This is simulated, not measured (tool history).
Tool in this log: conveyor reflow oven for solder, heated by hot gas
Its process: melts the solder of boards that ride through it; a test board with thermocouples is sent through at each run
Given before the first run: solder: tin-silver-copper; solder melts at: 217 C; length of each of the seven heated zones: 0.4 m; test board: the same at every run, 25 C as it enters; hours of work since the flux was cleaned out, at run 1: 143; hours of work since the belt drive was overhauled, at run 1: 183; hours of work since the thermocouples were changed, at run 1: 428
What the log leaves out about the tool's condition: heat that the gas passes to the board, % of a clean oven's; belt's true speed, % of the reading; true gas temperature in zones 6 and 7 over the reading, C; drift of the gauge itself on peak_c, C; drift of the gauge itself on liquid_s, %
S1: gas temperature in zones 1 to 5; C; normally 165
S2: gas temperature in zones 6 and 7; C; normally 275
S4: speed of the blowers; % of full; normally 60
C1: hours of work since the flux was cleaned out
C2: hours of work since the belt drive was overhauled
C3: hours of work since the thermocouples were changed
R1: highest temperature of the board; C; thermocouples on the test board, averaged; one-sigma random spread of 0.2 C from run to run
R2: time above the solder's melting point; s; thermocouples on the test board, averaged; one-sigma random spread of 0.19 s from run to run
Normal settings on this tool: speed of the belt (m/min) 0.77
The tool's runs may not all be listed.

Run 1, hour 0: usual settings; C1 143; C2 183; C3 428. Result: R1 242.9 C, R2 35.3 s.
Run 2, hour 6.8: usual settings; C1 148; C2 188; C3 433. Result: R1 243.3 C, R2 34.9 s.
Run 3, hour 15.9: usual settings but S2 263 C; C1 154; C2 195; C3 439. Result: R1 234.1 C, R2 26.6 s.
Run 4, hour 22: usual settings but S2 263 C, speed of the belt (m/min) 0.786; C1 159; C2 199; C3 443. Result: R1 232.9 C, R2 24.8 s.
Run 5, hour 33.6: usual settings but S2 263 C, speed of the belt (m/min) 0.786; C1 167; C2 207; C3 451. Result: R1 232.8 C, R2 24.8 s.
Run 6, hour 42.6: usual settings but S2 289 C, S4 63 % of full; C1 173; C2 213; C3 458. Result: R1 255.4 C, R2 44.1 s.
Run 7, hour 53.3: usual settings but S2 289 C, S4 63 % of full; C1 181; C2 221; C3 465. Result: R1 255.4 C, R2 44 s.
Run 8, hour 60: usual settings but S1 158 C, S2 289 C, S4 56 % of full; C1 185; C2 226; C3 470. Result: R1 248.9 C, R2 38.3 s.
Run 9, hour 70.2: usual settings but S1 158 C, S2 289 C, S4 56 % of full; C1 193; C2 233; C3 477. Result: R1 249.1 C, R2 38.1 s.
Run 10, hour 79.3: usual settings but S1 158 C, S2 289 C, S4 56 % of full; C1 199; C2 239; C3 484. Result: R1 248.6 C, R2 38.2 s.

Consider 5 possible next runs. They are alternatives, not a sequence: every one starts from the tool as it was left by run 10. What does each give?
Run A, hour 84.8: usual settings but S1 151 C, S2 289 C, speed of the belt (m/min) 0.717, S4 56 % of full; C1 203; C2 243; C3 487. Result: R1 ?, R2 ?.
Run B, hour 84.8: usual settings but S1 157 C, S2 270 C, S4 61 % of full; C1 203; C2 243; C3 487. Result: R1 ?, R2 ?.
Run C, hour 84.8: usual settings but S1 158 C, S2 288 C, speed of the belt (m/min) 0.818, S4 75 % of full; C1 203; C2 243; C3 487. Result: R1 ?, R2 ?.
Run D, hour 84.8: usual settings but S1 175 C, S2 267 C, S4 53 % of full; C1 203; C2 243; C3 487. Result: R1 ?, R2 ?.
Run E, hour 84.8: usual settings but S1 158 C, S2 289 C, S4 84 % of full; C1 203; C2 243; C3 487. Result: R1 ?, R2 ?.

run     R1    R2
  A  251.4  41.2
  B  236.8  27.9
  C    255    40
  D  236.1  30.1
  E  262.6  47.4
Had the tool no hidden state, the same runs would have come out as:
run     R1    R2
  A  253.7  42.7
  B  239.1  30.1
  C  257.7  41.5
  D    238  32.1
  E  265.3  48.6

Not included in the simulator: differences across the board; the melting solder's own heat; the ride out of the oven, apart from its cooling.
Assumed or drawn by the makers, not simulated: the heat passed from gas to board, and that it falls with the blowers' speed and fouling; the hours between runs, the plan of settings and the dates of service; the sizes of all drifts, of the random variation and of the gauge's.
